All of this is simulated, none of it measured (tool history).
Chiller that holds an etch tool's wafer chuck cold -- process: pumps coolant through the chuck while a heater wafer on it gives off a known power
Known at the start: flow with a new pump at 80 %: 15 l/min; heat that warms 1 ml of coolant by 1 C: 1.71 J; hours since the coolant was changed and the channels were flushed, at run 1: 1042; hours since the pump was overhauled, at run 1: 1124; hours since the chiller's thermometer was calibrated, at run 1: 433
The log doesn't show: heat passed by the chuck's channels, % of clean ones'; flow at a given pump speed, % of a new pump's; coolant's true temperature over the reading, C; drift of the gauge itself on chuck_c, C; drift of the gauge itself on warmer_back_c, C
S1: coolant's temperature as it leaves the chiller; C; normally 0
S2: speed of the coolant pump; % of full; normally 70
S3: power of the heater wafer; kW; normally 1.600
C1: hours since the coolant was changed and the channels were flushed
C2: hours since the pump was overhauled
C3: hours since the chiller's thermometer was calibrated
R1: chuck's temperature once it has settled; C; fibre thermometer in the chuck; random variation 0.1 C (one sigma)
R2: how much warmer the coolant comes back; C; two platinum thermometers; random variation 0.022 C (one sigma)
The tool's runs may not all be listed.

run,hour,S1,S2,S3,C1,C2,C3,R1,R2
1,0.0,0,70,1.600,1042,1124,433,15.8,4.33
2,32.6,0,93,1.600,1075,1157,466,13.3,3.30
3,81.4,0,93,1.600,1124,1206,515,13.2,3.31
4,101.9,0,70,2.091,1144,1226,535,20.6,5.60
5,129.8,0,70,2.091,1172,1254,563,20.7,5.63
6,166.1,0,70,2.130,1208,1290,600,21.3,5.70
7,206.3,0,98,1.600,1249,1331,640,12.8,3.15
8,231.5,0,98,1.600,1274,1356,665,13.0,3.14
9,252.2,0,70,2.010,1295,1377,686,19.9,5.39
10,285.8,0,70,2.010,1328,1410,719,20.3,5.41
# hour 294.3: coolant pump overhauled
11,322.1,0,70,2.010,1359,28,751,20.3,5.40
12,362.3,0,70,2.137,1400,68,791,21.4,5.76
# hour 409.1: coolant pump overhauled, once more
13,416.9,0,69,1.600,1449,8,840,16.2,4.33
14,443.2,-2,69,1.215,1475,34,867,10.3,3.29
15,492.9,7,61,1.274,1525,84,916,20.9,3.91

What will run 16 give?
16,522.1,7,61,1.274,1554,113,946,?,?

R1: 20.9 C
R2: 3.84 C
With the hidden condition absent and the run-to-run variation left alone, this run would have shown R1 19.8 C, R2 3.81 C.
